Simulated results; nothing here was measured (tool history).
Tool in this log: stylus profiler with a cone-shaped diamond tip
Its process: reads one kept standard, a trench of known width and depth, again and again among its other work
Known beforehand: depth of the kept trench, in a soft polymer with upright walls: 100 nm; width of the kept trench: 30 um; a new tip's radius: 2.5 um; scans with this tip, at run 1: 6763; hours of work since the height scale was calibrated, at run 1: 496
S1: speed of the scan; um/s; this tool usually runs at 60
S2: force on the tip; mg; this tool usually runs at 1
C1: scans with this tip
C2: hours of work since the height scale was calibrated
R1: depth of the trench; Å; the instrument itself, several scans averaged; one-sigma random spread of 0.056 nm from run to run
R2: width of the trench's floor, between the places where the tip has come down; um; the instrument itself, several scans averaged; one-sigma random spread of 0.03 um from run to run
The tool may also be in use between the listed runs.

run 1 hour=0 | S1=60 S2=1 | C1=6763 C2=496 | R1=1007.8 R2=27.5
run 2 hour=19.7 | S1=60 S2=0.8 | C1=6957 C2=510 | R1=1007.6 R2=27.41
run 3 hour=40.7 | S1=60 S2=0.8 | C1=7164 C2=525 | R1=1006.3 R2=27.47
run 4 hour=56.8 | S1=60 S2=1 | C1=7323 C2=537 | R1=1007.7 R2=27.52
run 5 hour=72 | S1=60 S2=1.38 | C1=7473 C2=548 | R1=1009.1 R2=27.57
run 6 hour=85.3 | S1=60 S2=1.38 | C1=7604 C2=557 | R1=1009.4 R2=27.52
run 7 hour=101.3 | S1=60 S2=1 | C1=7762 C2=569 | R1=1007.5 R2=27.46
run 8 hour=114.8 | S1=60 S2=1 | C1=7895 C2=578 | R1=1008.5 R2=27.44
run 9 hour=136.5 | S1=60 S2=1 | C1=8108 C2=594 | R1=1008 R2=27.48
run 10 hour=150.9 | S1=60 S2=1 | C1=8251 C2=605 | R1=1007.8 R2=27.48
run 11 hour=169.5 | S1=60 S2=2.93 | C1=8434 C2=618 | R1=1014.7 R2=27.58
run 12 hour=185.5 | S1=60 S2=1 | C1=8592 C2=630 | R1=1008.5 R2=27.41
run 13 hour=208.3 | S1=60 S2=1 | C1=8816 C2=646 | R1=1007.4 R2=27.33
run 14 hour=220.4 | S1=60 S2=1 | C1=8936 C2=655 | R1=1009.6 R2=27.38
run 15 hour=230.6 | S1=60 S2=1.79 | C1=9036 C2=662 | R1=1011.8 R2=27.48
run 16 hour=242 | S1=60 S2=1.79 | C1=9149 C2=670 | R1=1011.5 R2=27.43
run 17 hour=263.5 | S1=60 S2=1 | C1=9361 C2=686 | R1=1008.5 R2=27.34
run 18 hour=287 | S1=60 S2=1 | C1=9592 C2=703 | R1=1008.8 R2=27.33
run 19 hour=307.2 | S1=60 S2=1 | C1=9791 C2=717 | R1=1008 R2=27.33
run 20 hour=320.1 | S1=60 S2=1 | C1=9918 C2=727 | R1=1008.9 R2=27.32
run 21 hour=341.5 | S1=60 S2=1 | C1=10129 C2=742 | R1=1009.2 R2=27.29
run 22 hour=354.6 | S1=60 S2=1 | C1=10259 C2=752 | R1=1008.8 R2=27.24
run 23 hour=377 | S1=60 S2=1 | C1=10479 C2=768 | R1=1008.9 R2=27.25
run 24 hour=386.7 | S1=60 S2=1 | C1=10575 C2=775 | R1=1009.7 R2=27.24
run 25 hour=404.7 | S1=60 S2=1.16 | C1=10752 C2=788 | R1=1009.1 R2=27.28
run 26 hour=418.2 | S1=86 S2=0.52 | C1=10885 C2=798 | R1=1007.6 R2=26.81
run 27 hour=436.5 | S1=86 S2=0.52 | C1=11065 C2=811 | R1=1007 R2=26.8
run 28 hour=448.2 | S1=79 S2=0.38 | C1=11181 C2=819 | R1=1006.1 R2=26.74
run 29 hour=463.2 | S1=64 S2=1 | C1=11329 C2=830 | R1=1008.9 R2=27.22
run 30 hour=479.7 | S1=64 S2=1 | C1=11491 C2=842 | R1=1009.9 R2=27.17
run 31 hour=498 | S1=64 S2=1 | C1=11672 C2=855 | R1=1009.5 R2=27.2
run 32 hour=520.1 | S1=64 S2=1 | C1=11889 C2=871 | R1=1009.2 R2=27.16
run 33 hour=538.3 | S1=64 S2=1 | C1=12069 C2=884 | R1=1009.7 R2=27.15
run 34 hour=558.7 | S1=64 S2=1 | C1=12271 C2=899 | R1=1010.2 R2=27.17
run 35 hour=582.3 | S1=64 S2=1 | C1=12503 C2=916 | R1=1010.2 R2=27.06
-- hour=584.5 height scale calibrated on a step standard
run 36 hour=601.8 | S1=198 S2=1.53 | C1=12690 C2=12 | R1=1007.5 R2=26.42
run 37 hour=613.5 | S1=198 S2=2.9 | C1=12805 C2=21 | R1=1012.4 R2=26.73
run 38 hour=627.7 | S1=23 S2=0.57 | C1=12945 C2=31 | R1=1004.3 R2=27.26
run 39 hour=649 | S1=60 S2=1.29 | C1=13155 C2=47 | R1=1007.5 R2=27.11
run 40 hour=667 | S1=29 S2=1 | C1=13333 C2=60 | R1=1007 R2=27.26
run 41 hour=677.4 | S1=165 S2=1 | C1=13436 C2=67 | R1=1007 R2=26.36
run 42 hour=691.5 | S1=128 S2=1 | C1=13574 C2=77 | R1=1006.3 R2=26.63
run 43 hour=702 | S1=185 S2=0.78 | C1=13677 C2=85 | R1=1005.5 R2=26.04
run 44 hour=715.9 | S1=185 S2=0.78 | C1=13814 C2=95 | R1=1006.3 R2=26.01
run 45 hour=739 | S1=129 S2=2.78 | C1=14042 C2=112 | R1=1011.6 R2=26.84
run 46 hour=752.2 | S1=129 S2=2.78 | C1=14173 C2=121 | R1=1012.2 R2=26.9
run 47 hour=764 | S1=129 S2=2.78 | C1=14288 C2=130 | R1=1012.9 R2=26.91

3 options for the next run, each taken on its own from the tool as it stands now. Forecast them:
run A hour=785.5 | S1=133 S2=1.24 | C1=14500 C2=145 | R1=? R2=?
run B hour=785.5 | S1=119 S2=2.42 | C1=14500 C2=145 | R1=? R2=?
run C hour=785.5 | S1=37 S2=2 | C1=14500 C2=145 | R1=? R2=?

run=A R1=1008.1 R2=26.61
run=B R1=1011 R2=26.85
run=C R1=1010.4 R2=27.22
With no hidden state in the tool, these same runs would have given:
run=A R1=1007.3 R2=27.79
run=B R1=1010.3 R2=28.03
run=C R1=1009.6 R2=28.4
